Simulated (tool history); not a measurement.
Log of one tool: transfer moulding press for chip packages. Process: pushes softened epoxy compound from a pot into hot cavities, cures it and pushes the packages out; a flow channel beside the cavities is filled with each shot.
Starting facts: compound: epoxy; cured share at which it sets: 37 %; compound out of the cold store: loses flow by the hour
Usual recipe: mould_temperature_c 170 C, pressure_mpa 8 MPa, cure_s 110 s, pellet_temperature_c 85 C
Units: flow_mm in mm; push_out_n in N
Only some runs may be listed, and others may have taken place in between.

run	day	mould_temperature_c	pressure_mpa	cure_s	pellet_temperature_c	incoming compound's hours out of the cold store	flow_mm	push_out_n
1	0	170	8	110	85	38.7	615	928
# day 0.608: cavities cleaned with cleaning compound and waxed
# day 1.288: mould's thermocouples calibrated
2	1.592	170	8	110	85	29.9	627	1224
3	3.046	170	8	110	85	39.9	603	1166
# day 3.504: cavities cleaned with cleaning compound and waxed
4	4.258	170	8	110	85	36.3	614	787
5	5.55	170	7.65	110	85	25.6	627	1014
# day 6.225: cavities cleaned with cleaning compound and waxed
6	7.092	170	7.65	110	85	28.3	607	779
7	8.167	170	7.65	110	85	30.3	601	968
# day 8.983: cavities cleaned with cleaning compound and waxed
8	8.983	170	8	110	85	33.3	604	528
# day 9.575: cavities cleaned with cleaning compound and waxed, once more
9	10.542	170	8	110	85	46.3	568	778
# day 11.608: plunger's sealing rings changed
10	11.933	170	8	110	85	25.2	651	984
# day 12.538: cavities cleaned with cleaning compound and waxed
11	13.804	170	8	110	85	10.6	688	930
# day 15.3: cavities cleaned with cleaning compound and waxed
12	15.488	166	6.75	92	84	34.2	581	1003
13	16.321	166	6.75	92	84	26.8	590	1466
14	17.358	166	6.75	92	84	42.2	554	1640
# day 18.025: cavities cleaned with cleaning compound and waxed
15	18.733	166	7.93	147	85	39.7	604	675
16	20.075	167	6.07	90	85	8.5	600	1763
# day 20.779: cavities cleaned with cleaning compound and waxed
17	21.558	168	8.47	96	85	14.4	682	1084
# day 23.162: plunger's sealing rings changed
18	23.175	168	8.47	96	85	46.9	610	1292
# day 23.629: cavities cleaned with cleaning compound and waxed
19	24	168	8.47	96	85	27.2	669	921
20	25.442	169	7.79	137	85	26.8	622	809
# day 26.438: cavities cleaned with cleaning compound and waxed
21	26.496	170	7.76	110	92	19.3	635	537

Each row is a separate what-if for the run after 21, all from the same tool condition, not one after another. Results?
A	27.371	177	6.69	110	86	35.3	?	?
B	27.371	170	8.9	110	92	32.1	?	?
C	27.371	170	8.82	120	92	30.9	?	?

run	flow_mm	push_out_n
A	539	666
B	658	757
C	654	704
Without the tool's hidden state the same runs would have given:
run	flow_mm	push_out_n
A	552	447
B	675	525
C	670	479
